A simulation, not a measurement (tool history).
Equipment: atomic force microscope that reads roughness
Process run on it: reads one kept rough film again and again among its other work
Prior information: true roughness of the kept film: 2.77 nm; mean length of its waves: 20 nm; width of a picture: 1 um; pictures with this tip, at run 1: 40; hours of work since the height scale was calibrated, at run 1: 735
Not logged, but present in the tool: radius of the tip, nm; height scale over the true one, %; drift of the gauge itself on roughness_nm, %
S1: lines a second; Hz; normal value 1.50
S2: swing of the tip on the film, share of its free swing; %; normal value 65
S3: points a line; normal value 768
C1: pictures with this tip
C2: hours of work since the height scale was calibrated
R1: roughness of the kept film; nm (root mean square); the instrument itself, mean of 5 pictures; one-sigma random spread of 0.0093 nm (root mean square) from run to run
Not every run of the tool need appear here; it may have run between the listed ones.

{"run": 1, "day": 0.0, "S1": 1.5, "S2": 65, "S3": 768, "C1": 40, "C2": 735, "R1": 1.878}
{"day": 1.225, "done": "new tip fitted"}
{"run": 2, "day": 1.225, "S1": 1.5, "S2": 65, "S3": 768, "C1": 0, "C2": 757, "R1": 2.073}
{"run": 3, "day": 2.183, "S1": 1.5, "S2": 65, "S3": 768, "C1": 59, "C2": 774, "R1": 1.716}
{"day": 3.192, "done": "new tip fitted"}
{"run": 4, "day": 3.25, "S1": 1.5, "S2": 65, "S3": 768, "C1": 3, "C2": 793, "R1": 2.068}
{"run": 5, "day": 4.042, "S1": 1.5, "S2": 65, "S3": 768, "C1": 52, "C2": 807, "R1": 1.778}
{"day": 5.083, "done": "new tip fitted"}
{"run": 6, "day": 5.221, "S1": 1.5, "S2": 65, "S3": 768, "C1": 8, "C2": 828, "R1": 2.042}
{"run": 7, "day": 5.888, "S1": 1.5, "S2": 65, "S3": 768, "C1": 50, "C2": 840, "R1": 1.787}
{"day": 7.004, "done": "new tip fitted"}
{"run": 8, "day": 7.154, "S1": 1.5, "S2": 65, "S3": 768, "C1": 9, "C2": 863, "R1": 1.999}
{"run": 9, "day": 8.283, "S1": 1.5, "S2": 65, "S3": 768, "C1": 79, "C2": 883, "R1": 1.637}
{"day": 8.904, "done": "new tip fitted"}
{"run": 10, "day": 9.038, "S1": 1.5, "S2": 65, "S3": 768, "C1": 8, "C2": 896, "R1": 2.021}
{"run": 11, "day": 10.604, "S1": 1.5, "S2": 65, "S3": 768, "C1": 105, "C2": 925, "R1": 1.561}
{"day": 10.821, "done": "new tip fitted"}
{"run": 12, "day": 11.617, "S1": 1.5, "S2": 87, "S3": 768, "C1": 49, "C2": 943, "R1": 1.672}
{"run": 13, "day": 12.521, "S1": 3.49, "S2": 65, "S3": 768, "C1": 105, "C2": 959, "R1": 1.462}
{"day": 12.633, "done": "height scale calibrated on a step standard"}
{"day": 12.725, "done": "new tip fitted"}
{"run": 14, "day": 13.938, "S1": 1.5, "S2": 65, "S3": 768, "C1": 75, "C2": 23, "R1": 1.67}
{"day": 14.617, "done": "new tip fitted"}
{"run": 15, "day": 15.442, "S1": 1.5, "S2": 65, "S3": 768, "C1": 51, "C2": 50, "R1": 1.78}
{"day": 16.517, "done": "new tip fitted"}
{"run": 16, "day": 16.908, "S1": 1.5, "S2": 65, "S3": 768, "C1": 24, "C2": 76, "R1": 1.926}
{"run": 17, "day": 17.883, "S1": 1.5, "S2": 65, "S3": 768, "C1": 84, "C2": 94, "R1": 1.591}
{"day": 18.362, "done": "new tip fitted"}
{"run": 18, "day": 19.225, "S1": 0.5, "S2": 80, "S3": 305, "C1": 53, "C2": 118, "R1": 1.742}
{"day": 19.754, "done": "height scale calibrated on a step standard, once more"}
{"day": 20.275, "done": "new tip fitted"}
{"run": 19, "day": 20.275, "S1": 0.5, "S2": 80, "S3": 305, "C1": 0, "C2": 9, "R1": 2.059}
{"run": 20, "day": 21.8, "S1": 0.5, "S2": 80, "S3": 305, "C1": 94, "C2": 37, "R1": 1.573}
{"day": 22.146, "done": "new tip fitted"}
{"run": 21, "day": 22.608, "S1": 0.5, "S2": 80, "S3": 305, "C1": 29, "C2": 51, "R1": 1.825}
{"day": 24.008, "done": "new tip fitted"}
{"run": 22, "day": 24.183, "S1": 0.5, "S2": 80, "S3": 305, "C1": 11, "C2": 79, "R1": 2.007}
{"run": 23, "day": 24.862, "S1": 0.5, "S2": 80, "S3": 305, "C1": 53, "C2": 91, "R1": 1.778}
{"day": 25.888, "done": "new tip fitted"}
{"run": 24, "day": 25.888, "S1": 2.32, "S2": 74, "S3": 361, "C1": 0, "C2": 109, "R1": 1.995}
{"run": 25, "day": 26.838, "S1": 2.32, "S2": 74, "S3": 361, "C1": 58, "C2": 127, "R1": 1.643}
{"run": 26, "day": 27.525, "S1": 2.32, "S2": 87, "S3": 361, "C1": 101, "C2": 139, "R1": 1.386}
{"day": 27.792, "done": "new tip fitted"}
{"run": 27, "day": 28.429, "S1": 2.32, "S2": 87, "S3": 361, "C1": 39, "C2": 155, "R1": 1.672}
{"run": 28, "day": 29.417, "S1": 2.32, "S2": 87, "S3": 361, "C1": 100, "C2": 173, "R1": 1.445}
{"day": 29.679, "done": "new tip fitted"}
{"run": 29, "day": 30.858, "S1": 1.62, "S2": 80, "S3": 361, "C1": 73, "C2": 199, "R1": 1.58}
{"day": 31.621, "done": "new tip fitted"}
{"run": 30, "day": 32.05, "S1": 0.73, "S2": 73, "S3": 768, "C1": 27, "C2": 220, "R1": 1.946}
{"run": 31, "day": 32.738, "S1": 0.77, "S2": 84, "S3": 768, "C1": 69, "C2": 232, "R1": 1.681}
{"day": 33.579, "done": "new tip fitted"}
{"run": 32, "day": 34.183, "S1": 0.77, "S2": 84, "S3": 768, "C1": 37, "C2": 258, "R1": 1.839}
{"run": 33, "day": 34.871, "S1": 0.77, "S2": 84, "S3": 768, "C1": 79, "C2": 270, "R1": 1.634}

Each run again, without the hidden state but with its own random variation kept:
run=1 R1=2.128
run=2 R1=2.093
run=3 R1=2.096
run=4 R1=2.121
run=5 R1=2.111
run=6 R1=2.112
run=7 R1=2.115
run=8 R1=2.095
run=9 R1=2.112
run=10 R1=2.098
run=11 R1=2.120
run=12 R1=1.992
run=13 R1=2.020
run=14 R1=2.123
run=15 R1=2.121
run=16 R1=2.135
run=17 R1=2.107
run=18 R1=2.074
run=19 R1=2.084
run=20 R1=2.081
run=21 R1=2.072
run=22 R1=2.076
run=23 R1=2.085
run=24 R1=2.005
run=25 R1=1.988
run=26 R1=1.861
run=27 R1=1.873
run=28 R1=1.874
run=29 R1=1.988
run=30 R1=2.119
run=31 R1=2.086
run=32 R1=2.083
run=33 R1=2.075
